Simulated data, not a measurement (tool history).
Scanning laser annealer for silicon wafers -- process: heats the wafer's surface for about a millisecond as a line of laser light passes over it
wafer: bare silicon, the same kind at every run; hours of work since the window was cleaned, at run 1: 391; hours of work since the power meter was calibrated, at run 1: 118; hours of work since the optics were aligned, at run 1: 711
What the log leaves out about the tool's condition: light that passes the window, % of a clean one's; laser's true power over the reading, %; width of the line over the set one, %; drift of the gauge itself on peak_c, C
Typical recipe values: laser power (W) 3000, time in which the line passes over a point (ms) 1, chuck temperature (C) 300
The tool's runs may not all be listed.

| run | hour | laser power (W) | time in which the line passes over a point (ms) | chuck temperature (C) | hours of work since the window was cleaned | hours of work since the power meter was calibrated | hours of work since the optics were aligned | highest temperature of the surface (C) |
|---|---|---|---|---|---|---|---|---|
| 1 | 0 | 3000 | 1 | 300 | 391 | 118 | 711 | 1090 |
| 2 | 13.3 | 3000 | 1 | 300 | 398 | 125 | 718 | 1090 |
| 3 | 28.9 | 3000 | 1 | 300 | 406 | 134 | 726 | 1094 |
| 4 | 39.5 | 3000 | 1 | 300 | 412 | 139 | 731 | 1090 |
| 5 | 48.8 | 3000 | 1 | 300 | 417 | 144 | 736 | 1091 |
| 6 | 63.1 | 3000 | 1 | 300 | 424 | 151 | 744 | 1094 |
| 7 | 70.7 | 3000 | 1 | 300 | 428 | 155 | 748 | 1094 |
| 8 | 86.9 | 3000 | 1 | 300 | 436 | 164 | 756 | 1091 |
| 9 | 96 | 3000 | 1 | 300 | 441 | 168 | 761 | 1090 |
| 10 | 103.4 | 3000 | 1 | 300 | 445 | 172 | 765 | 1086 |
| 11 | 117.3 | 3000 | 1 | 300 | 452 | 180 | 772 | 1089 |
| 12 | 129.5 | 3000 | 1 | 300 | 459 | 186 | 778 | 1091 |
| 13 | 144.1 | 3000 | 1.22 | 300 | 466 | 194 | 786 | 1182 |
| 14 | 158.6 | 3000 | 1 | 313 | 474 | 201 | 794 | 1101 |
| 15 | 171 | 3000 | 1 | 300 | 480 | 208 | 800 | 1084 |
| 16 | 178.1 | 3000 | 1 | 300 | 484 | 211 | 804 | 1084 |
| 17 | 194.6 | 3000 | 1.11 | 300 | 493 | 220 | 812 | 1133 |
| 18 | 206.5 | 3000 | 1.11 | 300 | 499 | 226 | 818 | 1132 |
| 19 | 214 | 3000 | 1.11 | 300 | 503 | 230 | 822 | 1131 |
|  | 227.6 | optics aligned, line set to its width |
| 20 | 230.1 | 2712 | 1 | 300 | 509 | 236 | 1 | 1002 |
| 21 | 237.2 | 2712 | 1 | 300 | 512 | 240 | 5 | 1000 |
| 22 | 254 | 2712 | 1 | 300 | 521 | 248 | 14 | 1000 |
| 23 | 267.3 | 3246 | 1.09 | 338 | 528 | 255 | 21 | 1273 |
| 24 | 277.7 | 3149 | 1.21 | 300 | 533 | 261 | 26 | 1253 |
| 25 | 294.6 | 3278 | 0.87 | 265 | 542 | 269 | 35 | 1095 |
| 26 | 302.3 | 3278 | 1.12 | 322 | 546 | 273 | 39 | 1282 |
|  | 305.8 | window over the wafer cleaned |
| 27 | 316.4 | 3278 | 0.83 | 318 | 6 | 280 | 45 | 1116 |
| 28 | 330.3 | 2841 | 1 | 308 | 13 | 287 | 53 | 1036 |
| 29 | 344.7 | 2872 | 1.12 | 300 | 20 | 294 | 60 | 1087 |
| 30 | 353.3 | 3024 | 1.09 | 300 | 25 | 299 | 64 | 1130 |
| 31 | 370.1 | 3191 | 1.09 | 331 | 34 | 308 | 73 | 1222 |
| 32 | 380.3 | 3191 | 1.09 | 331 | 39 | 313 | 79 | 1222 |
|  | 391.6 | window over the wafer cleaned, once more |
| 33 | 394.4 | 3191 | 1.09 | 264 | 1 | 319 | 85 | 1207 |
| 34 | 409.9 | 2986 | 1 | 300 | 10 | 327 | 93 | 1118 |
| 35 | 425.9 | 2986 | 1 | 300 | 18 | 336 | 101 | 1120 |
| 36 | 438.9 | 2986 | 1 | 300 | 25 | 343 | 108 | 1118 |
| 37 | 448.3 | 2792 | 1.15 | 282 | 30 | 347 | 113 | 1088 |
| 38 | 460.6 | 2975 | 1.01 | 300 | 36 | 354 | 119 | 1116 |
| 39 | 478.1 | 2734 | 0.85 | 260 | 45 | 363 | 128 | 918 |
| 40 | 489.6 | 3000 | 1.22 | 282 | 51 | 369 | 134 | 1201 |

For each entry between runs, how does the tool's hidden state at the last listed run before it compare with that at the first listed run after it?
Between runs 19 and 20: optics aligned, line set to its width (hour 227.6)
  light that passes the window, % of a clean one's: 97.69 -> 97.67; width of the line over the set one, %: 2.9 -> 0.02
  measured less the result without the state, highest temperature of the surface (C): -49 -> -25
Between runs 26 and 27: window over the wafer cleaned (hour 305.8)
  light that passes the window, % of a clean one's: 97.51 -> 96.04; width of the line over the set one, %: 0.15 -> 0.17
  measured less the result without the state, highest temperature of the surface (C): -38 -> -48
Between runs 32 and 33: window over the wafer cleaned, once more (hour 391.6)
  light that passes the window, % of a clean one's: 95.91 -> 99.98; width of the line over the set one, %: 0.28 -> 0.3
  measured less the result without the state, highest temperature of the surface (C): -58 -> -6
